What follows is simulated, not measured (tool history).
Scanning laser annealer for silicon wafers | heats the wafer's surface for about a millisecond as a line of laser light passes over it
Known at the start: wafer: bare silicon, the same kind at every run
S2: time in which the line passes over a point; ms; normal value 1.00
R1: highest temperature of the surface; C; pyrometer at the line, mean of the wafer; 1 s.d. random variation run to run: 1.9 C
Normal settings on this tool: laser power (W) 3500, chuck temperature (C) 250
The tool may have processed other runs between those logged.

run 1 hour=0.0 | laser_power_(W)=3500 S2=1.00 chuck_temperature_(C)=250 | R1=1057
run 2 hour=30.2 | laser_power_(W)=3538 S2=1.00 chuck_temperature_(C)=250 | R1=1066
run 3 hour=70.8 | laser_power_(W)=3538 S2=1.00 chuck_temperature_(C)=250 | R1=1066
run 4 hour=111.6 | laser_power_(W)=3538 S2=1.00 chuck_temperature_(C)=250 | R1=1065
run 5 hour=140.7 | laser_power_(W)=3538 S2=1.00 chuck_temperature_(C)=250 | R1=1065
run 6 hour=177.4 | laser_power_(W)=3504 S2=1.00 chuck_temperature_(C)=250 | R1=1051
run 7 hour=196.1 | laser_power_(W)=3504 S2=1.00 chuck_temperature_(C)=250 | R1=1045
run 8 hour=230.3 | laser_power_(W)=3504 S2=1.00 chuck_temperature_(C)=250 | R1=1048
run 9 hour=264.0 | laser_power_(W)=3504 S2=1.00 chuck_temperature_(C)=250 | R1=1043
run 10 hour=302.5 | laser_power_(W)=3504 S2=1.00 chuck_temperature_(C)=250 | R1=1043
run 11 hour=334.7 | laser_power_(W)=2984 S2=1.00 chuck_temperature_(C)=250 | R1=908
run 12 hour=371.0 | laser_power_(W)=2984 S2=1.00 chuck_temperature_(C)=250 | R1=908
run 13 hour=400.3 | laser_power_(W)=2984 S2=1.00 chuck_temperature_(C)=250 | R1=903
run 14 hour=420.4 | laser_power_(W)=2984 S2=1.00 chuck_temperature_(C)=250 | R1=901
run 15 hour=455.9 | laser_power_(W)=2984 S2=1.00 chuck_temperature_(C)=250 | R1=902
run 16 hour=480.6 | laser_power_(W)=2984 S2=1.00 chuck_temperature_(C)=250 | R1=899
run 17 hour=506.5 | laser_power_(W)=2984 S2=1.00 chuck_temperature_(C)=277 | R1=928
run 18 hour=529.8 | laser_power_(W)=2984 S2=1.00 chuck_temperature_(C)=277 | R1=926
run 19 hour=562.7 | laser_power_(W)=3409 S2=1.00 chuck_temperature_(C)=237 | R1=987
run 20 hour=599.6 | laser_power_(W)=3204 S2=0.84 chuck_temperature_(C)=273 | R1=915
run 21 hour=627.8 | laser_power_(W)=3500 S2=0.90 chuck_temperature_(C)=232 | R1=963
run 22 hour=657.1 | laser_power_(W)=3190 S2=0.76 chuck_temperature_(C)=250 | R1=857
run 23 hour=675.0 | laser_power_(W)=3692 S2=0.77 chuck_temperature_(C)=250 | R1=967
run 24 hour=695.2 | laser_power_(W)=3067 S2=0.89 chuck_temperature_(C)=250 | R1=875
run 25 hour=730.9 | laser_power_(W)=3649 S2=0.90 chuck_temperature_(C)=256 | R1=1022
run 26 hour=758.9 | laser_power_(W)=3279 S2=0.81 chuck_temperature_(C)=256 | R1=897
run 27 hour=795.2 | laser_power_(W)=3287 S2=1.15 chuck_temperature_(C)=217 | R1=982
run 28 hour=819.7 | laser_power_(W)=3287 S2=1.15 chuck_temperature_(C)=217 | R1=979
-- hour=828.4 window over the wafer cleaned
run 29 hour=843.8 | laser_power_(W)=3287 S2=1.15 chuck_temperature_(C)=217 | R1=1032
run 30 hour=877.3 | laser_power_(W)=3539 S2=1.19 chuck_temperature_(C)=217 | R1=1119
run 31 hour=901.4 | laser_power_(W)=3500 S2=0.80 chuck_temperature_(C)=284 | R1=1013
run 32 hour=931.7 | laser_power_(W)=3323 S2=0.80 chuck_temperature_(C)=284 | R1=972
run 33 hour=964.3 | laser_power_(W)=3323 S2=0.80 chuck_temperature_(C)=284 | R1=966
run 34 hour=989.3 | laser_power_(W)=3823 S2=0.80 chuck_temperature_(C)=284 | R1=1084
run 35 hour=1013.6 | laser_power_(W)=2979 S2=1.06 chuck_temperature_(C)=284 | R1=974

Below are 3 alternative next runs, each starting from the tool's condition after run 35. Predict each:
run A hour=1049.1 | laser_power_(W)=3500 S2=0.94 chuck_temperature_(C)=226 | R1=?
run B hour=1049.1 | laser_power_(W)=3826 S2=0.91 chuck_temperature_(C)=243 | R1=?
run C hour=1049.1 | laser_power_(W)=3636 S2=0.85 chuck_temperature_(C)=212 | R1=?

run=A R1=1007
run=B R1=1095
run=C R1=990
The same runs, with their run-to-run variation unchanged, on a tool lacking any hidden condition would have given:
run=A R1=1034
run=B R1=1125
run=C R1=1017
